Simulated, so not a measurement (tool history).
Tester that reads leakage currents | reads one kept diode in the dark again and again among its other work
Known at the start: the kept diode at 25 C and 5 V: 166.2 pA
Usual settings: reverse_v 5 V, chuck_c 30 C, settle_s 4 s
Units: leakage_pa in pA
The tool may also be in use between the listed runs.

| run | hour | reverse_v | chuck_c | settle_s | leakage_pa |
|---|---|---|---|---|---|
| 1 | 0 | 5 | 30 | 4 | 293.4 |
| 2 | 102.8 | 5 | 30 | 4 | 294.55 |
| 3 | 157.5 | 5 | 30 | 1.12 | 296.25 |
| 4 | 240.4 | 5 | 30 | 1.12 | 297.69 |
| 5 | 363.4 | 5 | 30 | 1.12 | 300.04 |
| 6 | 456.5 | 5 | 30 | 1.12 | 299.58 |
| 7 | 538.8 | 5 | 30 | 0.64 | 303.21 |
| 8 | 648 | 5 | 30 | 0.64 | 304.41 |
| 9 | 758.2 | 5 | 30 | 1.97 | 305.29 |
| 10 | 827.4 | 5 | 47 | 4 | 1352.98 |
|  | 868.6 | probe card cleaned and baked |
| 11 | 925.3 | 5 | 47 | 4 | 1362.38 |
| 12 | 1018.9 | 5 | 47 | 4 | 1368.64 |
| 13 | 1126.6 | 5 | 30 | 4 | 306.73 |
|  | 1168.3 | chuck's temperature calibrated |
| 14 | 1212.3 | 5 | 30 | 4 | 265.86 |
| 15 | 1294.3 | 5 | 30 | 4 | 268.43 |
| 16 | 1369 | 5 | 30 | 4 | 266.98 |
| 17 | 1423.8 | 5 | 30 | 4 | 268.68 |
| 18 | 1480.3 | 5 | 35 | 4 | 425.48 |
| 19 | 1588.9 | 3.47 | 30 | 4 | 240.07 |
| 20 | 1720.4 | 8.91 | 30 | 4 | 330.51 |
| 21 | 1785.6 | 4.71 | 34 | 0.35 | 389.51 |
| 22 | 1873.7 | 7.74 | 48 | 0.45 | 1562.69 |
| 23 | 1967.6 | 2.22 | 47 | 6.96 | 955.21 |
| 24 | 2042 | 16.52 | 22 | 1.3 | 197.34 |
| 25 | 2171.1 | 16.52 | 31 | 0.53 | 466.8 |
| 26 | 2272.7 | 5 | 30 | 1.56 | 279.98 |
| 27 | 2372.7 | 5 | 30 | 1.56 | 282.1 |
| 28 | 2471.6 | 5 | 60 | 1.56 | 3621.21 |
| 29 | 2545.4 | 5 | 60 | 1.56 | 3628.44 |
| 30 | 2674.8 | 5.75 | 26 | 4 | 205.49 |
|  | 2702 | probe card cleaned and baked |
| 31 | 2799.1 | 5.75 | 26 | 4 | 204.67 |
| 32 | 2853.2 | 5.75 | 26 | 4 | 206.11 |
| 33 | 2916.6 | 5.75 | 26 | 4 | 206.47 |
| 34 | 2969.8 | 5.75 | 26 | 4 | 207.22 |
| 35 | 3089.7 | 4.61 | 30 | 0.42 | 285.94 |
| 36 | 3149.6 | 3.87 | 30 | 4 | 265.74 |
| 37 | 3204.2 | 5 | 30 | 0.93 | 291.86 |
| 38 | 3291.4 | 11.55 | 30 | 4 | 385.32 |
| 39 | 3350 | 18.98 | 30 | 8.62 | 456.23 |
| 40 | 3409.4 | 4.35 | 51 | 1.27 | 1749.2 |

3 ways to go on from here, each from the tool as it stands after run 40. What would each give?
| A | 3471.7 | 5 | 31 | 4 | ? |
| B | 3471.7 | 7.42 | 36 | 0.68 | ? |
| C | 3471.7 | 4.35 | 53 | 1.27 | ? |

| run | leakage_pa |
|---|---|
| A | 323.44 |
| B | 582.42 |
| C | 2064.2 |
Without the tool's hidden state the same runs would have given:
| run | leakage_pa |
|---|---|
| A | 294.78 |
| B | 532.51 |
| C | 1904.31 |
